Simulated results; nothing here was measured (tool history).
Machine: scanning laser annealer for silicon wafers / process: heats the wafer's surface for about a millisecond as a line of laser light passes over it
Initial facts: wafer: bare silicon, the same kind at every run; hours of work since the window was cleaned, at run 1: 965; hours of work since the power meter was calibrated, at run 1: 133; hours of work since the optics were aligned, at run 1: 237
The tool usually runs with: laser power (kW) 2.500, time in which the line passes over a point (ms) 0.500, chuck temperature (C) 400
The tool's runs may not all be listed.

run,hour,laser power (kW),time in which the line passes over a point (ms),chuck temperature (C),hours of work since the window was cleaned,hours of work since the power meter was calibrated,hours of work since the optics were aligned,highest temperature of the surface (C)
1,0.0,2.500,0.500,400,965,133,237,1078
2,6.3,2.500,0.500,387,969,136,240,1068
3,12.7,2.500,0.500,387,972,139,243,1062
4,19.9,2.500,0.500,387,976,143,247,1063
# hour 22.8: window over the wafer cleaned
5,28.4,2.500,0.500,387,3,146,250,1086
6,33.6,2.500,0.500,387,6,149,253,1089
7,43.3,2.500,0.500,387,11,154,258,1086
8,47.7,2.500,0.500,387,13,156,260,1084
9,54.3,2.287,0.500,400,16,160,264,1018
10,62.0,2.287,0.500,400,20,164,268,1019
11,69.3,2.500,0.500,400,24,167,271,1097
12,74.7,2.500,0.500,400,27,170,274,1099
13,79.9,2.516,0.444,414,29,173,277,1070
14,88.5,2.516,0.444,414,34,177,281,1068
15,93.0,2.500,0.472,387,36,180,284,1062
16,97.0,2.629,0.545,402,38,182,286,1189
17,101.8,2.473,0.500,400,41,184,288,1089
18,109.3,2.183,0.500,400,45,188,292,983
19,115.7,2.183,0.500,400,48,191,295,984
20,123.7,2.183,0.500,400,52,195,299,983
21,131.3,2.534,0.379,400,56,199,303,1003
22,139.0,2.534,0.379,400,60,203,307,1000
23,143.2,2.534,0.379,400,62,205,309,1001

What if the next run were any one of these 4? Each begins from the tool's condition after run 23:
A,150.9,2.500,0.380,410,66,209,313,?
B,150.9,2.534,0.579,400,66,209,313,?
C,150.9,2.534,0.553,363,66,209,313,?
D,150.9,2.678,0.545,370,66,209,313,?

run,highest temperature of the surface (C)
A,1001
B,1173
C,1116
D,1174
Stripped of hidden state, with their random variation kept, the same runs would have yielded:
run,highest temperature of the surface (C)
A,1010
B,1185
C,1128
D,1187
